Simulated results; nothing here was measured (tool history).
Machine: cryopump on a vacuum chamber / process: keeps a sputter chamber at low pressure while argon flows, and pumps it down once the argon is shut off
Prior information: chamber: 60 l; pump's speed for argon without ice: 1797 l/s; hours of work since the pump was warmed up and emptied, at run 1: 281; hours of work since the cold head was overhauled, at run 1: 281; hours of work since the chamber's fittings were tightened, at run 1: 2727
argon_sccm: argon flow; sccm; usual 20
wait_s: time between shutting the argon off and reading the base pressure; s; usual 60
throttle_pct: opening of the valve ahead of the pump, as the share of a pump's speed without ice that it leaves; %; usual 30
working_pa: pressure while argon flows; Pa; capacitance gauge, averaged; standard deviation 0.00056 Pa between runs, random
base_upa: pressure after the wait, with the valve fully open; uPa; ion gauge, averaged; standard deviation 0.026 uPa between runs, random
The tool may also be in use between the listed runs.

run,hour,argon_sccm,wait_s,throttle_pct,hours of work since the pump was warmed up and emptied,hours of work since the cold head was overhauled,hours of work since the chamber's fittings were tightened,working_pa,base_upa
1,0.0,20,60,30,281,281,2727,0.0642,2.45
2,9.1,20,60,30,285,285,2731,0.0641,2.47
3,20.4,20,250,30,290,290,2736,0.0644,1.71
4,29.0,40,250,30,294,294,2739,0.1288,1.74
5,39.2,22,250,30,299,299,2744,0.0711,1.72
6,50.2,28,250,30,303,303,2749,0.0906,1.73
7,60.0,28,250,30,308,308,2753,0.0906,1.78
8,70.5,20,60,55,312,312,2758,0.0360,2.46
9,79.5,20,60,55,316,316,2761,0.0371,2.47
10,91.7,20,28,30,322,322,2767,0.0651,3.46
11,102.7,20,60,30,326,326,2772,0.0641,2.45
12,117.5,20,60,30,333,333,2778,0.0633,2.54
13,129.4,20,60,30,338,338,2783,0.0660,2.58
14,139.3,20,60,30,342,342,2788,0.0644,2.52
15,153.2,20,60,30,348,348,2794,0.0644,2.50
16,168.6,35,60,30,355,355,2800,0.1147,2.55
17,181.6,35,60,30,361,361,2806,0.1142,2.54
18,196.5,31,45,30,367,367,2813,0.1007,2.96
19,209.9,31,45,30,373,373,2819,0.1017,2.87
20,223.4,11,30,30,379,379,2824,0.0365,3.46
21,233.3,8,105,30,384,384,2829,0.0267,2.17
22,243.3,8,105,30,388,388,2833,0.0263,2.14
23,252.3,14,285,16,392,392,2837,0.0835,1.82
24,266.5,14,31,16,398,398,2843,0.0837,3.45
25,280.3,21,60,53,404,404,2849,0.0391,2.52
26,295.4,10,60,30,411,411,2856,0.0323,2.58
27,308.1,20,60,29,416,416,2862,0.0676,2.59
28,318.8,24,60,26,421,421,2866,0.0899,2.65
29,327.5,10,23,30,425,425,2870,0.0327,4.06
30,339.2,20,54,54,430,430,2875,0.0373,2.74
31,351.6,22,48,30,435,435,2881,0.0715,2.91
32,359.7,15,35,36,439,439,2884,0.0409,3.31
33,371.8,21,38,55,444,444,2889,0.0388,3.24
34,385.2,33,38,55,450,450,2895,0.0606,3.10

Here are 4 independent what-if runs from the current tool condition. What would each one return?
A,398.3,33,20,55,456,456,2901,?,?
B,398.3,21,38,55,456,456,2901,?,?
C,398.3,10,38,47,456,456,2901,?,?
D,398.3,13,25,37,456,456,2901,?,?

run,working_pa,base_upa
A,0.0608,4.56
B,0.0389,3.11
C,0.0211,3.18
D,0.0344,3.92
Take away the tool's hidden state, keep each run's random variation, and the runs would have read:
run,working_pa,base_upa
A,0.0562,3.04
B,0.0359,1.62
C,0.0197,1.66
D,0.0326,2.42

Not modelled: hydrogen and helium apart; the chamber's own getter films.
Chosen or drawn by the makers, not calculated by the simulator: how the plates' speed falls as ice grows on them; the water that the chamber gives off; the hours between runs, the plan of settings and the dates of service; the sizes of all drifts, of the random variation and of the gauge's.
